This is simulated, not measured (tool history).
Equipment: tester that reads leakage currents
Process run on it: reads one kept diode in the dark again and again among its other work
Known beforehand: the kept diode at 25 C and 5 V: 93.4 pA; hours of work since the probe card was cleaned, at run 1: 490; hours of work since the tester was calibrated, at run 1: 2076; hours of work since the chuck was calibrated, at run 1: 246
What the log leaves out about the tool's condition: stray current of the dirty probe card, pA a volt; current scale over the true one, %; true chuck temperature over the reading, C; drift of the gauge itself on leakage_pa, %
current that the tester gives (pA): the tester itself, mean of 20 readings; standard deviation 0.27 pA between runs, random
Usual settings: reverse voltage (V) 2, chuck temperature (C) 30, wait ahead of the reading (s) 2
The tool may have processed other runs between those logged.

run	hour	reverse voltage (V)	chuck temperature (C)	wait ahead of the reading (s)	hours of work since the probe card was cleaned	hours of work since the tester was calibrated	hours of work since the chuck was calibrated	current that the tester gives (pA)
1	0	2	30	2	490	2076	246	89.18
2	147.8	2	30	2	586	2173	343	89.18
3	228.6	2.06	30	2	639	2226	396	90.17
4	302.8	2	30	2	687	2274	444	88.86
5	406.4	2	30	2	755	2342	512	88.74
6	537.6	2	30	2	841	2428	598	88.94
7	635.1	2	33	2	905	2491	661	115.35
8	754.7	2	30	2	983	2570	740	88.57
9	833.4	2	30	2	1034	2621	791	88.76
10	985.1	2	30	2	1133	2720	890	89.1
11	1065.1	2	30	2	1186	2772	943	88.41
# hour 1151.7: probe card cleaned and baked
12	1169.3	2	30	2	12	2839	1009	88.41
13	1286.8	2	38	9.33	88	2915	1085	177.06
14	1362.9	6.78	35	2	138	2965	1135	268.64
15	1507.7	8.83	35	1.52	233	3060	1230	309.11
16	1606.8	8.49	22	1.52	297	3125	1295	96.8
17	1674	8.49	34	1.52	341	3168	1339	278.65
18	1794.3	8.49	34	1.52	420	3247	1417	277.78
19	1859.8	8.49	29	0.68	463	3290	1460	183.48
20	2002.5	15.77	30	1.29	556	3383	1553	279.02

Across each entry between runs, compare the hidden state at the last listed run before it with the hidden state at the first listed run after it:
Runs 11 to 12: probe card cleaned and baked (hour 1151.7)
  stray current of the dirty probe card, pA a volt: 0.055 -> 0.02
  difference, measured minus the result without the unlogged condition, current that the tester gives (pA): -0.04 -> -0.11

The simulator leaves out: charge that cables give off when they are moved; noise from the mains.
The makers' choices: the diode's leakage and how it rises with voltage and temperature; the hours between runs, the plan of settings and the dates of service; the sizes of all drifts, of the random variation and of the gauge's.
